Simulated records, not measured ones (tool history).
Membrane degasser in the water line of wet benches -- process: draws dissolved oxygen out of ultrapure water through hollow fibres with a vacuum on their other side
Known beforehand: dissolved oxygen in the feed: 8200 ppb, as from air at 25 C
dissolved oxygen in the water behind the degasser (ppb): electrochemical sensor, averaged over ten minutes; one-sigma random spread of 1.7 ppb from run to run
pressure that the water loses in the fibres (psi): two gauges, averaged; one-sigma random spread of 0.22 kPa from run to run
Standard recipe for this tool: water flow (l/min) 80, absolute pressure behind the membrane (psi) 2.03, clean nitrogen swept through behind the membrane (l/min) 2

run,hour,water flow (l/min),absolute pressure behind the membrane (psi),clean nitrogen swept through behind the membrane (l/min),dissolved oxygen in the water behind the degasser (ppb),pressure that the water loses in the fibres (psi)
1,0,80,2.03,2,803.5,7.794
2,77.3,56,2.03,2,606,5.393
3,177.6,80,2.03,2,803.6,7.81
4,251.3,80,2.03,2,801.3,7.719
5,351.3,80,2.03,2,802.4,7.697
6,412,80,2.03,2,802.7,7.697
7,472.4,80,2.03,1.08,1230.3,7.755
8,536.6,80,2.03,3.59,506.6,7.761
9,609.8,80,1.36,2,479.3,7.774
10,713.7,80,1.36,2,478.8,7.71
11,801.8,80,1.68,2,637.8,7.729
12,863.6,80,1.78,2,686.3,7.775
13,918.5,80,1.78,2,687.3,7.765
14,995.1,121,2.03,2.67,900.5,11.689
15,1086.9,58,2.18,3.51,425.2,5.559
16,1160.6,80,2.03,3.21,558.6,7.722
17,1261.1,53,2.03,0.84,1110.7,5.147
18,1363.6,53,2.03,0.84,1108.3,5.114
19,1424.5,53,2.03,0.84,1109,5.123
20,1500.4,109,2.03,1.45,1258.1,10.496
21,1605,80,2.03,2.55,670.4,7.775
22,1671.1,80,2.03,2.55,670.1,7.736
23,1765.9,80,2.03,2.55,670.6,7.752
24,1843.9,104,2.22,2.55,914.7,10.077
25,1928.8,105,3.02,4.99,773.8,10.185
26,2027.8,63,2.68,3.78,549.5,6.166

The logged runs with the hidden state left out (each run's random variation unchanged):
Hidden conditions of the tool in this case: membrane still open, %; true pressure behind the membrane over the reading, kPa; air that leaks in behind the membrane, l/min; drift of the gauge itself on oxygen_ppb, %; drift of the gauge itself on loss_of_pressure_kpa, %.
run,dissolved oxygen in the water behind the degasser (ppb)
1,803.4
2,605.8
3,803.1
4,800.6
5,801.4
6,801.6
7,1228.3
8,505.7
9,478.2
10,477.6
11,636
12,684.3
13,685.1
14,897.4
15,423.6
16,556.3
17,1106
18,1103.1
19,1103.6
20,1251.7
21,666.7
22,666.3
23,666.5
24,908.9
25,768.7
26,545.7
pressure that the water loses in the fibres (psi) without the hidden state stays within 0.001 of what was measured, in all runs.
